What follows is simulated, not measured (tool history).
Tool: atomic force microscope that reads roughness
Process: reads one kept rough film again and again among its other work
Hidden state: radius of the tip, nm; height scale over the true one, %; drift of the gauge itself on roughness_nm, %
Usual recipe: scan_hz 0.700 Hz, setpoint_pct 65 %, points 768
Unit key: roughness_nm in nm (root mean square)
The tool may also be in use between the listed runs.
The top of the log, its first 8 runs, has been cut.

| run | day | scan_hz | setpoint_pct | points | pictures with this tip | hours of work since the height scale was calibrated | roughness_nm |
|---|---|---|---|---|---|---|---|
| 9 | 10.475 | 0.700 | 65 | 768 | 50 | 501 | 1.580 |
| 10 | 11.221 | 0.700 | 65 | 768 | 77 | 514 | 1.446 |
|  | 11.333 | new tip fitted |
| 11 | 12.800 | 0.700 | 61 | 768 | 52 | 543 | 1.590 |
|  | 13.633 | new tip fitted |
| 12 | 14.350 | 0.700 | 63 | 768 | 26 | 572 | 1.754 |
| 13 | 15.362 | 0.700 | 65 | 768 | 62 | 590 | 1.527 |
|  | 15.900 | new tip fitted |
| 14 | 16.871 | 0.700 | 65 | 768 | 35 | 618 | 1.671 |
| 15 | 17.525 | 0.700 | 65 | 768 | 58 | 630 | 1.512 |
|  | 18.175 | new tip fitted |
| 16 | 19.042 | 0.700 | 73 | 768 | 31 | 657 | 1.679 |
| 17 | 19.712 | 0.700 | 65 | 768 | 55 | 670 | 1.576 |
|  | 20.458 | new tip fitted |
| 18 | 21.033 | 0.700 | 65 | 768 | 20 | 694 | 1.788 |
| 19 | 22.392 | 1.333 | 65 | 768 | 69 | 719 | 1.411 |
|  | 22.800 | new tip fitted |
| 20 | 23.808 | 1.333 | 65 | 768 | 36 | 745 | 1.640 |
|  | 25.062 | new tip fitted |
| 21 | 25.371 | 2.274 | 65 | 768 | 11 | 773 | 1.730 |

Forecast run 22:
| 22 | 26.658 | 2.274 | 65 | 768 | 57 | 797 | ? |

Run 22 yielded roughness_nm 1.478 nm (root mean square).
If the tool had no hidden condition, the same run with the same run-to-run variation would have returned roughness_nm 1.811 nm (root mean square).
